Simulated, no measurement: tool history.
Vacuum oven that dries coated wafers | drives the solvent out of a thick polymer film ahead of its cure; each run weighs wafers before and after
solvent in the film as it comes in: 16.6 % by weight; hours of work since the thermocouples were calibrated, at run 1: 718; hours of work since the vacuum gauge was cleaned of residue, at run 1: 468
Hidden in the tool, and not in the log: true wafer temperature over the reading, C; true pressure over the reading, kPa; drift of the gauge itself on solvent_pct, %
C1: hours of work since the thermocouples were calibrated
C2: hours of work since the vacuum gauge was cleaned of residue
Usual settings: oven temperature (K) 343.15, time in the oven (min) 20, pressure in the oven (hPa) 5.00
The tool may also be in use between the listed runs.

run 1 hour=0.0 | oven_temperature_(K)=343.15 time_in_the_oven_(min)=20 pressure_in_the_oven_(hPa)=5.00 | C1=718 C2=468 | solvent_left_in_the_film_(%)=2.03
run 2 hour=44.0 | oven_temperature_(K)=357.15 time_in_the_oven_(min)=20 pressure_in_the_oven_(hPa)=5.00 | C1=746 C2=495 | solvent_left_in_the_film_(%)=0.23
run 3 hour=91.6 | oven_temperature_(K)=343.15 time_in_the_oven_(min)=20 pressure_in_the_oven_(hPa)=5.00 | C1=775 C2=524 | solvent_left_in_the_film_(%)=2.06
run 4 hour=141.7 | oven_temperature_(K)=343.15 time_in_the_oven_(min)=20 pressure_in_the_oven_(hPa)=5.00 | C1=806 C2=555 | solvent_left_in_the_film_(%)=1.86
run 5 hour=178.8 | oven_temperature_(K)=345.15 time_in_the_oven_(min)=20 pressure_in_the_oven_(hPa)=5.00 | C1=829 C2=578 | solvent_left_in_the_film_(%)=1.46
run 6 hour=212.5 | oven_temperature_(K)=345.15 time_in_the_oven_(min)=11 pressure_in_the_oven_(hPa)=5.00 | C1=850 C2=599 | solvent_left_in_the_film_(%)=3.81
run 7 hour=239.6 | oven_temperature_(K)=343.15 time_in_the_oven_(min)=20 pressure_in_the_oven_(hPa)=5.00 | C1=866 C2=616 | solvent_left_in_the_film_(%)=2.01
run 8 hour=288.1 | oven_temperature_(K)=343.15 time_in_the_oven_(min)=35 pressure_in_the_oven_(hPa)=5.00 | C1=896 C2=646 | solvent_left_in_the_film_(%)=0.71
run 9 hour=334.6 | oven_temperature_(K)=343.15 time_in_the_oven_(min)=35 pressure_in_the_oven_(hPa)=5.00 | C1=925 C2=674 | solvent_left_in_the_film_(%)=0.59
run 10 hour=383.1 | oven_temperature_(K)=343.15 time_in_the_oven_(min)=35 pressure_in_the_oven_(hPa)=5.00 | C1=955 C2=704 | solvent_left_in_the_film_(%)=0.67
run 11 hour=405.9 | oven_temperature_(K)=343.15 time_in_the_oven_(min)=20 pressure_in_the_oven_(hPa)=5.00 | C1=969 C2=718 | solvent_left_in_the_film_(%)=1.96
run 12 hour=439.1 | oven_temperature_(K)=343.15 time_in_the_oven_(min)=20 pressure_in_the_oven_(hPa)=5.00 | C1=989 C2=739 | solvent_left_in_the_film_(%)=1.91
run 13 hour=487.7 | oven_temperature_(K)=343.15 time_in_the_oven_(min)=12 pressure_in_the_oven_(hPa)=14.89 | C1=1019 C2=769 | solvent_left_in_the_film_(%)=4.39
run 14 hour=509.7 | oven_temperature_(K)=345.15 time_in_the_oven_(min)=12 pressure_in_the_oven_(hPa)=14.89 | C1=1033 C2=782 | solvent_left_in_the_film_(%)=3.55
run 15 hour=533.2 | oven_temperature_(K)=332.15 time_in_the_oven_(min)=14 pressure_in_the_oven_(hPa)=14.89 | C1=1047 C2=797 | solvent_left_in_the_film_(%)=7.88
run 16 hour=557.3 | oven_temperature_(K)=337.15 time_in_the_oven_(min)=17 pressure_in_the_oven_(hPa)=14.89 | C1=1062 C2=812 | solvent_left_in_the_film_(%)=5.12
run 17 hour=599.5 | oven_temperature_(K)=344.15 time_in_the_oven_(min)=20 pressure_in_the_oven_(hPa)=5.00 | C1=1088 C2=838 | solvent_left_in_the_film_(%)=1.73
run 18 hour=622.7 | oven_temperature_(K)=344.15 time_in_the_oven_(min)=20 pressure_in_the_oven_(hPa)=5.00 | C1=1103 C2=852 | solvent_left_in_the_film_(%)=1.61
run 19 hour=669.8 | oven_temperature_(K)=341.15 time_in_the_oven_(min)=33 pressure_in_the_oven_(hPa)=5.00 | C1=1132 C2=881 | solvent_left_in_the_film_(%)=1.06
run 20 hour=715.5 | oven_temperature_(K)=356.15 time_in_the_oven_(min)=20 pressure_in_the_oven_(hPa)=18.12 | C1=1160 C2=909 | solvent_left_in_the_film_(%)=0.56
run 21 hour=752.8 | oven_temperature_(K)=356.15 time_in_the_oven_(min)=20 pressure_in_the_oven_(hPa)=18.12 | C1=1183 C2=932 | solvent_left_in_the_film_(%)=0.52
run 22 hour=782.3 | oven_temperature_(K)=346.15 time_in_the_oven_(min)=20 pressure_in_the_oven_(hPa)=5.00 | C1=1201 C2=950 | solvent_left_in_the_film_(%)=1.11
run 23 hour=831.4 | oven_temperature_(K)=346.15 time_in_the_oven_(min)=20 pressure_in_the_oven_(hPa)=5.00 | C1=1231 C2=981 | solvent_left_in_the_film_(%)=1.06
run 24 hour=859.7 | oven_temperature_(K)=345.15 time_in_the_oven_(min)=13 pressure_in_the_oven_(hPa)=10.48 | C1=1249 C2=998 | solvent_left_in_the_film_(%)=2.92

Measured less the same run without the tool's hidden state. The same run-to-run variation is in both; the gauge's scatter may not be:
run=1 solvent_left_in_the_film_(%)=-0.42
run=2 solvent_left_in_the_film_(%)=-0.01
run=3 solvent_left_in_the_film_(%)=-0.44
run=4 solvent_left_in_the_film_(%)=-0.44
run=5 solvent_left_in_the_film_(%)=-0.38
run=6 solvent_left_in_the_film_(%)=-0.62
run=7 solvent_left_in_the_film_(%)=-0.49
run=8 solvent_left_in_the_film_(%)=-0.17
run=9 solvent_left_in_the_film_(%)=-0.17
run=10 solvent_left_in_the_film_(%)=-0.17
run=11 solvent_left_in_the_film_(%)=-0.52
run=12 solvent_left_in_the_film_(%)=-0.53
run=13 solvent_left_in_the_film_(%)=-0.75
run=14 solvent_left_in_the_film_(%)=-0.70
run=15 solvent_left_in_the_film_(%)=-0.70
run=16 solvent_left_in_the_film_(%)=-0.79
run=17 solvent_left_in_the_film_(%)=-0.52
run=18 solvent_left_in_the_film_(%)=-0.53
run=19 solvent_left_in_the_film_(%)=-0.34
run=20 solvent_left_in_the_film_(%)=-0.04
run=21 solvent_left_in_the_film_(%)=-0.04
run=22 solvent_left_in_the_film_(%)=-0.45
run=23 solvent_left_in_the_film_(%)=-0.46
run=24 solvent_left_in_the_film_(%)=-0.79

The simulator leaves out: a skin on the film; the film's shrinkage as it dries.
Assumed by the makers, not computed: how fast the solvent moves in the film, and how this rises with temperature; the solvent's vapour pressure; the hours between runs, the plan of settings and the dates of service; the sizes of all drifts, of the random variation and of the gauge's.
